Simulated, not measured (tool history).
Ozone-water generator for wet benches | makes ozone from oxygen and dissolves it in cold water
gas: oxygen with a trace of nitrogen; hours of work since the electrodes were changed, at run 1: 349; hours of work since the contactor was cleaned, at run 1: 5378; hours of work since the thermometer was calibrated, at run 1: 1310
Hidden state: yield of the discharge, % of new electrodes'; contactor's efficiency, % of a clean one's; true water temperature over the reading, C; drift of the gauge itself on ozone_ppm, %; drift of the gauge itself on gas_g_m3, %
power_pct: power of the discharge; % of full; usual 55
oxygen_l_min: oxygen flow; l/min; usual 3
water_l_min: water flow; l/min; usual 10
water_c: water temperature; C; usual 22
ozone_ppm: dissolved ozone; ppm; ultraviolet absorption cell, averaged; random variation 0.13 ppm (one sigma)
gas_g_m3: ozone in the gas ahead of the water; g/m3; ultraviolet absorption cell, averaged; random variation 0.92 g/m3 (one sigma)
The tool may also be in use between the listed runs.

run	hour	power_pct	oxygen_l_min	water_l_min	water_c	hours of work since the electrodes were changed	hours of work since the contactor was cleaned	hours of work since the thermometer was calibrated	ozone_ppm	gas_g_m3
1	0	55	3	10	22	349	5378	1310	14.4	154.5
2	220	55	3	10	22	484	5513	1445	14.6	154.3
3	349.4	55	3	10	22	564	5592	1524	14.6	154.4
4	530.9	55	3	10	22	675	5704	1636	14.7	153.4
5	730.4	55	3	10	22	798	5827	1759	14.6	153.8
6	902.3	55	3	10	22	904	5932	1864	14.6	153.2
7	1109.6	55	3	10	22	1031	6060	1992	14.3	153.6
8	1305.2	55	3	10	22	1151	6180	2112	14.6	151.9
9	1439.4	55	3	10	22	1234	6262	2194	14.4	153.5
10	1648.3	55	3	10	22	1362	6391	2323	14.4	152.9
11	1752.5	55	3	10	22	1426	6455	2387	14.5	152.8
12	1964.2	55	3	10	22	1556	6585	2517	14.7	153.7
13	2071.5	55	3	10	22	1622	6651	2583	14.5	150.8
14	2205.5	55	3	10	22	1705	6733	2665	14.4	151.9
15	2353.6	55	3	10	22	1796	6824	2756	14.5	151.9
16	2574.3	55	3	10	22	1931	6960	2892	14.4	151.7
17	2727.9	55	3	10	22	2026	7054	2986	14.6	151.8
18	2905.6	55	3	10	22	2135	7164	3096	14.4	149.3
19	3072	99	2.37	7	20	2237	7266	3198	35.8	304.1
20	3278.6	99	2.37	7	20	2364	7393	3325	35.9	302.9
# hour 3418.5: gauge calibrated
21	3503.9	43	2.72	7	22	2503	7531	3463	15.6	132
# hour 3624.5: water thermometer calibrated
22	3674.7	43	2.72	6	25	2608	7636	31	16.4	130.2
23	3900.4	43	2.72	6	21	2746	7775	170	17.7	132.2
24	4097.9	91	1.61	13	16	2868	7896	291	19.7	369.1
25	4327.2	55	2.24	8	22	3009	8037	432	18.4	186.2
26	4518.2	55	4.02	8	22	3126	8155	549	16.1	126.9
27	4717.1	55	4.02	8	22	3248	8277	672	16.2	125.7
28	4911	55	2.53	10	22	3368	8396	791	14.9	170.6

The next listed run, before its measurement:
29	5056.4	48	3	10	22	3457	8485	880	?	?

Run 29 gave ozone_ppm 12.9 ppm, gas_g_m3 134.8 g/m3.
Without the tool's hidden state the same run would have given ozone_ppm 12.9 ppm, gas_g_m3 136.8 g/m3.
